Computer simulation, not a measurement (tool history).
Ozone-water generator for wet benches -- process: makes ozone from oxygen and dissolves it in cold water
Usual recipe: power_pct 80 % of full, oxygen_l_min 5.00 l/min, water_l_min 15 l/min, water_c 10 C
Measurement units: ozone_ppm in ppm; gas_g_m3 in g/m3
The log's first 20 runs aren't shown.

run,hour,power_pct,oxygen_l_min,water_l_min,water_c,hours of work since the electrodes were changed,hours of work since the contactor was cleaned,hours of work since the thermometer was calibrated,ozone_ppm,gas_g_m3
21,1239.1,80,4.85,15,10,1150,5826,4199,23.8,188.5
22,1308.5,74,4.85,20,15,1194,5870,4244,16.0,178.6
23,1359.4,85,3.48,9,10,1227,5903,4276,37.4,222.2
24,1394.5,41,5.00,15,10,1249,5925,4299,17.3,131.3
# hour 1430.6: water thermometer calibrated
25,1451.2,51,5.00,15,10,1285,5961,13,19.0,147.4
26,1487.1,46,8.41,17,6,1308,5984,36,18.0,110.5
27,1540.0,100,2.96,19,5,1341,6018,70,19.6,260.6
28,1598.7,100,5.24,18,5,1379,6055,107,24.0,200.3
29,1676.5,60,5.00,9,10,1428,6105,157,31.8,158.8
30,1753.9,80,3.63,17,5,1478,6154,206,21.0,212.9
31,1811.6,80,3.63,17,5,1515,6191,243,20.9,209.5
32,1880.9,80,3.63,17,5,1559,6235,287,20.9,210.8

Alternative continuations, all from the tool just after run 32; predict every row:
A,1914.9,80,3.45,16,10,1581,6257,309,?,?
B,1914.9,80,4.09,17,15,1581,6257,309,?,?
C,1914.9,80,5.55,12,12,1581,6257,309,?,?
D,1914.9,96,4.37,17,16,1581,6257,309,?,?

run,ozone_ppm,gas_g_m3
A,20.8,216.0
B,19.3,201.5
C,27.9,175.3
D,20.5,211.5
Without the tool's hidden state the same runs would have given:
run,ozone_ppm,gas_g_m3
A,22.9,222.3
B,21.2,207.4
C,30.3,180.5
D,22.6,218.2
